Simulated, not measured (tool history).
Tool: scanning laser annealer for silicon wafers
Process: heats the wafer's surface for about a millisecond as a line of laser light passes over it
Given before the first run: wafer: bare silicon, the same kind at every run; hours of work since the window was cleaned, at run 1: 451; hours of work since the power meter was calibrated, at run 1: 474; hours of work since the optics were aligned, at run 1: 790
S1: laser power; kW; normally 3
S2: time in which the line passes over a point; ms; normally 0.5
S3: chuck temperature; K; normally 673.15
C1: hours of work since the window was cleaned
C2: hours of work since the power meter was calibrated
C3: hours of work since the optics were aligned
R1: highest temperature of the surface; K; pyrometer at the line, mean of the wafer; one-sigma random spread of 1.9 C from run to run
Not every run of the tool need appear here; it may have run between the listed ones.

run   hour     S1     S2      S3   C1   C2    C3       R1
  1      0      3    0.5  673.15  451  474   790  1476.15
  2    8.7      3    0.5  673.15  457  481   796  1476.15
  3   19.2      3    0.5  673.15  465  489   804  1471.15
  4   30.3      3    0.5  673.15  473  497   812  1479.15
  5   43.5      3    0.5  673.15  483  507   822  1474.15
  6   51.1      3    0.5  673.15  489  512   827  1472.15
  7   65.1      3    0.5  673.15  499  523   838  1471.15
  8   78.4      3    0.5  673.15  509  532   848  1473.15
  9     96      3    0.5  679.15  522  545   861  1475.15
 10  105.1      3   0.53  679.15  528  552   867  1506.15
 11    116      3    0.5  673.15  536  560   875  1471.15
 12  127.3      3    0.5  673.15  545  568   884  1472.15
 13  135.4  3.249    0.5  673.15  551  574   890  1543.15
 14  144.9  3.138    0.5  673.15  558  581   897  1509.15
 15  155.8      3    0.5  673.15  566  589   905  1468.15
 16  169.5      3    0.5  673.15  576  600   915  1467.15
 17  180.3      3    0.5  673.15  584  608   923  1467.15
 18  190.8      3    0.5  650.15  592  615   931  1443.15
 19  206.3      3    0.5  650.15  603  627   942  1444.15
 20    216      3    0.5  650.15  610  634   949  1445.15
 21  232.8      3  0.592  650.15  623  646   961  1529.15
 22  244.3      3  0.592  650.15  631  655   970  1528.15
 23  255.5      3  0.592  650.15  639  663   978  1525.15
 24    269  2.616  0.592  650.15  649  673   988  1404.15
 25  277.9    2.9  0.551  667.15  656  680   995  1480.15
 26  290.8  3.135  0.463  689.15  665  689  1004  1486.15
 27  300.7  3.122  0.601  640.15  673  696  1012  1563.15
 28  308.9  2.552    0.5  691.15  679  702  1018  1350.15
 29  316.5  2.552    0.5  691.15  684  708  1023  1354.15
 30  331.8  3.095  0.578  713.15  696  719  1035  1607.15
 31  346.9  3.095  0.578  713.15  707  730  1046  1607.15
 32  362.6  3.095  0.578  713.15  718  742  1057  1600.15
 33  379.6  3.268  0.585  713.15  731  755  1070  1667.15
 34  389.2  3.268  0.585  713.15  738  762  1077  1665.15
 35  402.5    2.8    0.5  673.15  748  771  1087  1406.15
 36  418.2  2.904  0.575  647.15  759  783  1098  1472.15
 37  434.3  2.904  0.575  647.15  771  795  1110  1474.15
 38  444.4  2.904  0.575  647.15  779  802  1118  1470.15
 39  458.5  3.065   0.55  664.15  789  813  1128  1515.15
 40  473.2      3  0.493  673.15  800  824  1139  1455.15

What if the next run were any one of these 3? Each begins from the tool's condition after run 40:
  A  482.7  3.192  0.607  673.15  807  831  1146   ?
  B  482.7  3.114  0.493  673.15  807  831  1146   ?
  C  482.7      3  0.376  680.15  807  831  1146   ?

run       R1
  A  1619.15
  B  1489.15
  C  1345.15
Without the tool's unlogged condition, the same runs would have read:
run       R1
  A  1667.15
  B  1530.15
  C  1378.15
